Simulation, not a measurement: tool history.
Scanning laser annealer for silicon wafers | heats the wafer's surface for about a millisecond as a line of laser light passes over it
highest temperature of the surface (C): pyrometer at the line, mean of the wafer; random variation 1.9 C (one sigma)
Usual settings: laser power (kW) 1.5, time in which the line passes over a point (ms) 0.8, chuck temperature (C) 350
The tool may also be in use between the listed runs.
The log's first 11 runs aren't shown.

| run | hour | laser power (kW) | time in which the line passes over a point (ms) | chuck temperature (C) | hours of work since the window was cleaned | hours of work since the power meter was calibrated | hours of work since the optics were aligned | highest temperature of the surface (C) |
|---|---|---|---|---|---|---|---|---|
| 12 | 164.4 | 1.585 | 0.8 | 350 | 189 | 95 | 1191 | 1134 |
| 13 | 184.2 | 1.585 | 0.8 | 338 | 200 | 106 | 1202 | 1121 |
| 14 | 197.2 | 1.585 | 0.8 | 338 | 208 | 113 | 1210 | 1117 |
| 15 | 211.8 | 1.5 | 0.8 | 367 | 216 | 121 | 1218 | 1108 |
| 16 | 224.9 | 1.5 | 0.8 | 367 | 223 | 128 | 1225 | 1107 |
| 17 | 234.6 | 1.5 | 0.8 | 378 | 228 | 134 | 1230 | 1118 |
| 18 | 252.4 | 1.5 | 0.8 | 378 | 238 | 144 | 1240 | 1118 |
| 19 | 267.4 | 1.5 | 0.8 | 350 | 247 | 152 | 1249 | 1088 |
| 20 | 285.2 | 1.5 | 0.8 | 350 | 257 | 162 | 1259 | 1092 |
| 21 | 297.3 | 1.5 | 0.8 | 350 | 263 | 169 | 1265 | 1087 |
| 22 | 310.1 | 1.5 | 0.8 | 350 | 270 | 176 | 1273 | 1090 |
| 23 | 318.6 | 1.5 | 0.639 | 354 | 275 | 181 | 1277 | 1007 |
| 24 | 334.1 | 1.635 | 0.733 | 368 | 284 | 189 | 1286 | 1133 |
| 25 | 347.6 | 1.609 | 0.8 | 312 | 291 | 197 | 1294 | 1100 |
| 26 | 364.9 | 1.412 | 0.721 | 381 | 301 | 206 | 1303 | 1035 |
| 27 | 374.1 | 1.611 | 0.992 | 382 | 306 | 212 | 1308 | 1263 |
| 28 | 387.6 | 1.611 | 0.828 | 382 | 314 | 219 | 1316 | 1183 |
|  | 390.9 | window over the wafer cleaned |
| 29 | 403.2 | 1.481 | 0.8 | 350 | 7 | 227 | 1323 | 1098 |
| 30 | 421.4 | 1.481 | 0.8 | 350 | 17 | 237 | 1334 | 1096 |
| 31 | 435.5 | 1.481 | 0.8 | 350 | 25 | 245 | 1341 | 1096 |
| 32 | 444.2 | 1.585 | 0.626 | 333 | 30 | 250 | 1346 | 1034 |
| 33 | 454.3 | 1.352 | 0.665 | 361 | 35 | 255 | 1352 | 981 |
| 34 | 468 | 1.5 | 0.586 | 322 | 43 | 263 | 1360 | 964 |
| 35 | 481.9 | 1.5 | 0.586 | 322 | 51 | 271 | 1367 | 962 |
| 36 | 501.4 | 1.5 | 0.8 | 352 | 62 | 281 | 1378 | 1103 |

The next listed run, before its measurement:
| 37 | 515.6 | 1.649 | 0.699 | 331 | 70 | 289 | 1386 | ? |

Run 37 gave highest temperature of the surface (C) 1099.
Without the tool's hidden state the same run would have given highest temperature of the surface (C) 1110.

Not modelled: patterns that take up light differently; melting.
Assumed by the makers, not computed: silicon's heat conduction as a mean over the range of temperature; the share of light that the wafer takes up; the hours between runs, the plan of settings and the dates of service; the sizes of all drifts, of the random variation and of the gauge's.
